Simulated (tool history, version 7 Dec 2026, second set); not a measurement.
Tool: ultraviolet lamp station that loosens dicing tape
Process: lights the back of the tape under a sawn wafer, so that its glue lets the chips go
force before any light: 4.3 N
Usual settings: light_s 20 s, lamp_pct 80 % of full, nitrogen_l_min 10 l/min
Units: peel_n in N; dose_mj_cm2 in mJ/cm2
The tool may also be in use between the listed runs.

run	hour	light_s	lamp_pct	nitrogen_l_min	peel_n	dose_mj_cm2
1	0	20	80	10	0.294	234
2	21.6	27	80	10	0.154	318
# hour 42.7: window cleaned of glue's vapour
3	42.7	27	80	9	0.166	320
4	57.7	27	80	9	0.179	320
5	70.4	20	80	10	0.294	234
6	80.9	20	80	10	0.302	233
7	100.1	20	80	10	0.307	239
8	111.2	20	80	10	0.289	237
9	122.5	20	80	10	0.294	240
10	141.4	20	80	10	0.304	242
11	163.2	20	84	10	0.278	251
12	179.3	20	84	10	0.284	250
13	194.1	20	84	10	0.268	248
14	209	20	80	10	0.304	235
15	219	20	80	10	0.3	234
16	235	20	80	10	0.297	239
17	245.6	28	80	10	0.143	335
18	264.5	20	80	10	0.298	235
19	278.8	20	80	10	0.315	235
20	288.3	20	80	10	0.303	236
21	301.4	20	80	10	0.305	237
22	316.4	20	80	10	0.292	238
23	336.3	20	63	5	0.746	193
24	356.9	20	63	5	0.748	186
25	374.9	20	63	5	0.765	185
26	392.3	15	96	5	0.579	215
27	406.1	15	95	10	0.4	210
28	416.3	14	84	10	0.579	176
29	438.4	28	85	10	0.13	356
30	451.5	12	69	11	0.943	123
31	465.8	20	89	13	0.207	268
32	480.1	20	97	14	0.163	286
33	494.2	19	80	11	0.32	225
34	504.7	27	73	9	0.205	290
35	527.4	27	73	9	0.203	290
36	546.2	27	73	9	0.212	288
37	561.6	20	74	15	0.278	218
38	572.8	20	77	3	0.705	230
39	586.8	20	80	15	0.236	236
40	596.3	39	81	15	0.089	468
41	608.6	30	61	9	0.249	268
42	628.9	30	61	9	0.238	270
43	648.9	30	61	9	0.229	269

Forecast each of these 4 alternatives for the next run:
A	667.4	20	80	6	?	?
B	667.4	15	62	3	?	?
C	667.4	30	100	9	?	?
D	667.4	16	76	10	?	?

run	peel_n	dose_mj_cm2
A	0.434	239
B	1.395	134
C	0.094	440
D	0.534	181
Without the tool's hidden state the same runs would have given:
run	peel_n	dose_mj_cm2
A	0.429	240
B	1.388	135
C	0.093	442
D	0.528	182

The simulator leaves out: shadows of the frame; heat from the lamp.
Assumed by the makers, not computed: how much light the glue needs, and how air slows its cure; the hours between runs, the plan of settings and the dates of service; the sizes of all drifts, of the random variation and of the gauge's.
